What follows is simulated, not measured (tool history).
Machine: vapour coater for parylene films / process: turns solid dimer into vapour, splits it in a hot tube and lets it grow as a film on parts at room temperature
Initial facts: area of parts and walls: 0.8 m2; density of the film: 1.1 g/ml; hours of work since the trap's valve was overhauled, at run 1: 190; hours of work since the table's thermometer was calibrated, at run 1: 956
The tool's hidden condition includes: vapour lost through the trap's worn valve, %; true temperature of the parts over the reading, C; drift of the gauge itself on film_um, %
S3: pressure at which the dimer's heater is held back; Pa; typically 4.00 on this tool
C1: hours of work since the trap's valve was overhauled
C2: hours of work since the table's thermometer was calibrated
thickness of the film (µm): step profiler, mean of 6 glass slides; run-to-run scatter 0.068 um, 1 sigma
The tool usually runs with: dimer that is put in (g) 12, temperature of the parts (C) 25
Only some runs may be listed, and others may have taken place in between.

{"run": 1, "day": 0.0, "dimer that is put in (g)": 12, "temperature of the parts (C)": 25, "S3": 4.0, "C1": 190, "C2": 956, "thickness of the film (µm)": 7.67}
{"run": 2, "day": 2.042, "dimer that is put in (g)": 12, "temperature of the parts (C)": 25, "S3": 4.0, "C1": 211, "C2": 978, "thickness of the film (µm)": 7.57}
{"run": 3, "day": 3.908, "dimer that is put in (g)": 12, "temperature of the parts (C)": 25, "S3": 4.0, "C1": 230, "C2": 997, "thickness of the film (µm)": 7.63}
{"run": 4, "day": 5.046, "dimer that is put in (g)": 12, "temperature of the parts (C)": 25, "S3": 6.7, "C1": 242, "C2": 1008, "thickness of the film (µm)": 7.24}
{"run": 5, "day": 6.85, "dimer that is put in (g)": 12, "temperature of the parts (C)": 25, "S3": 6.7, "C1": 261, "C2": 1027, "thickness of the film (µm)": 7.22}
{"run": 6, "day": 8.138, "dimer that is put in (g)": 12, "temperature of the parts (C)": 25, "S3": 6.7, "C1": 274, "C2": 1040, "thickness of the film (µm)": 7.18}
{"run": 7, "day": 9.671, "dimer that is put in (g)": 14, "temperature of the parts (C)": 25, "S3": 4.0, "C1": 290, "C2": 1056, "thickness of the film (µm)": 8.66}
{"run": 8, "day": 12.479, "dimer that is put in (g)": 12, "temperature of the parts (C)": 25, "S3": 3.14, "C1": 319, "C2": 1085, "thickness of the film (µm)": 7.29}
{"run": 9, "day": 14.167, "dimer that is put in (g)": 12, "temperature of the parts (C)": 25, "S3": 3.14, "C1": 336, "C2": 1102, "thickness of the film (µm)": 7.38}
{"run": 10, "day": 15.471, "dimer that is put in (g)": 12, "temperature of the parts (C)": 25, "S3": 3.14, "C1": 349, "C2": 1116, "thickness of the film (µm)": 7.4}
{"day": 17.292, "done": "trap's valve overhauled"}
{"run": 11, "day": 17.579, "dimer that is put in (g)": 9, "temperature of the parts (C)": 25, "S3": 4.0, "C1": 3, "C2": 1136, "thickness of the film (µm)": 6.03}
{"run": 12, "day": 19.096, "dimer that is put in (g)": 11, "temperature of the parts (C)": 25, "S3": 4.0, "C1": 19, "C2": 1151, "thickness of the film (µm)": 7.4}
{"run": 13, "day": 20.892, "dimer that is put in (g)": 11, "temperature of the parts (C)": 25, "S3": 4.0, "C1": 37, "C2": 1170, "thickness of the film (µm)": 7.26}
{"run": 14, "day": 23.238, "dimer that is put in (g)": 12, "temperature of the parts (C)": 25, "S3": 4.0, "C1": 61, "C2": 1194, "thickness of the film (µm)": 7.9}
{"run": 15, "day": 25.167, "dimer that is put in (g)": 12, "temperature of the parts (C)": 25, "S3": 4.0, "C1": 81, "C2": 1214, "thickness of the film (µm)": 7.74}
{"run": 16, "day": 26.546, "dimer that is put in (g)": 12, "temperature of the parts (C)": 25, "S3": 5.57, "C1": 95, "C2": 1228, "thickness of the film (µm)": 7.65}
{"run": 17, "day": 28.817, "dimer that is put in (g)": 12, "temperature of the parts (C)": 25, "S3": 5.57, "C1": 119, "C2": 1252, "thickness of the film (µm)": 7.68}
{"run": 18, "day": 31.154, "dimer that is put in (g)": 12, "temperature of the parts (C)": 25, "S3": 5.57, "C1": 143, "C2": 1276, "thickness of the film (µm)": 7.46}
{"run": 19, "day": 33.758, "dimer that is put in (g)": 12, "temperature of the parts (C)": 25, "S3": 4.0, "C1": 170, "C2": 1302, "thickness of the film (µm)": 7.6}
{"run": 20, "day": 35.808, "dimer that is put in (g)": 12, "temperature of the parts (C)": 25, "S3": 4.0, "C1": 191, "C2": 1324, "thickness of the film (µm)": 7.38}
{"run": 21, "day": 38.354, "dimer that is put in (g)": 12, "temperature of the parts (C)": 25, "S3": 7.0, "C1": 217, "C2": 1350, "thickness of the film (µm)": 7.24}
{"run": 22, "day": 41.042, "dimer that is put in (g)": 12, "temperature of the parts (C)": 25, "S3": 5.93, "C1": 245, "C2": 1377, "thickness of the film (µm)": 7.14}
{"run": 23, "day": 43.521, "dimer that is put in (g)": 12, "temperature of the parts (C)": 25, "S3": 5.93, "C1": 270, "C2": 1403, "thickness of the film (µm)": 7.13}
{"run": 24, "day": 45.604, "dimer that is put in (g)": 17, "temperature of the parts (C)": 20, "S3": 6.11, "C1": 292, "C2": 1424, "thickness of the film (µm)": 12.92}
{"run": 25, "day": 48.117, "dimer that is put in (g)": 17, "temperature of the parts (C)": 20, "S3": 6.11, "C1": 317, "C2": 1450, "thickness of the film (µm)": 12.77}
{"run": 26, "day": 50.671, "dimer that is put in (g)": 12, "temperature of the parts (C)": 36, "S3": 6.11, "C1": 344, "C2": 1477, "thickness of the film (µm)": 4.02}
{"run": 27, "day": 52.008, "dimer that is put in (g)": 12, "temperature of the parts (C)": 23, "S3": 2.4, "C1": 357, "C2": 1490, "thickness of the film (µm)": 8.0}
{"day": 53.117, "done": "trap's valve overhauled"}
{"run": 28, "day": 54.646, "dimer that is put in (g)": 22, "temperature of the parts (C)": 23, "S3": 7.41, "C1": 16, "C2": 1516, "thickness of the film (µm)": 15.74}
{"run": 29, "day": 55.846, "dimer that is put in (g)": 7, "temperature of the parts (C)": 34, "S3": 4.0, "C1": 28, "C2": 1528, "thickness of the film (µm)": 2.95}
{"run": 30, "day": 58.1, "dimer that is put in (g)": 10, "temperature of the parts (C)": 27, "S3": 2.46, "C1": 51, "C2": 1551, "thickness of the film (µm)": 6.07}
{"run": 31, "day": 59.258, "dimer that is put in (g)": 12, "temperature of the parts (C)": 29, "S3": 2.02, "C1": 63, "C2": 1563, "thickness of the film (µm)": 6.68}
{"run": 32, "day": 61.858, "dimer that is put in (g)": 12, "temperature of the parts (C)": 29, "S3": 2.02, "C1": 90, "C2": 1590, "thickness of the film (µm)": 6.56}
{"run": 33, "day": 63.675, "dimer that is put in (g)": 11, "temperature of the parts (C)": 22, "S3": 2.02, "C1": 109, "C2": 1609, "thickness of the film (µm)": 8.64}
{"run": 34, "day": 66.162, "dimer that is put in (g)": 7, "temperature of the parts (C)": 18, "S3": 2.45, "C1": 134, "C2": 1634, "thickness of the film (µm)": 6.59}
{"run": 35, "day": 67.879, "dimer that is put in (g)": 7, "temperature of the parts (C)": 18, "S3": 2.45, "C1": 152, "C2": 1652, "thickness of the film (µm)": 6.48}
{"run": 36, "day": 70.504, "dimer that is put in (g)": 7, "temperature of the parts (C)": 18, "S3": 2.45, "C1": 179, "C2": 1679, "thickness of the film (µm)": 6.45}
{"run": 37, "day": 71.721, "dimer that is put in (g)": 12, "temperature of the parts (C)": 25, "S3": 7.71, "C1": 192, "C2": 1692, "thickness of the film (µm)": 7.32}
{"run": 38, "day": 73.462, "dimer that is put in (g)": 7, "temperature of the parts (C)": 35, "S3": 6.85, "C1": 210, "C2": 1710, "thickness of the film (µm)": 2.64}

Run 39 comes next. What will it give?
{"run": 39, "day": 74.842, "dimer that is put in (g)": 11, "temperature of the parts (C)": 18, "S3": 7.54, "C1": 224, "C2": 1724, "thickness of the film (µm)": "?"}

{"run 39": {"thickness of the film (µm)": 9.22}}
If the tool had no hidden condition, the same run with the same run-to-run variation would have returned thickness of the film (µm) 10.16.

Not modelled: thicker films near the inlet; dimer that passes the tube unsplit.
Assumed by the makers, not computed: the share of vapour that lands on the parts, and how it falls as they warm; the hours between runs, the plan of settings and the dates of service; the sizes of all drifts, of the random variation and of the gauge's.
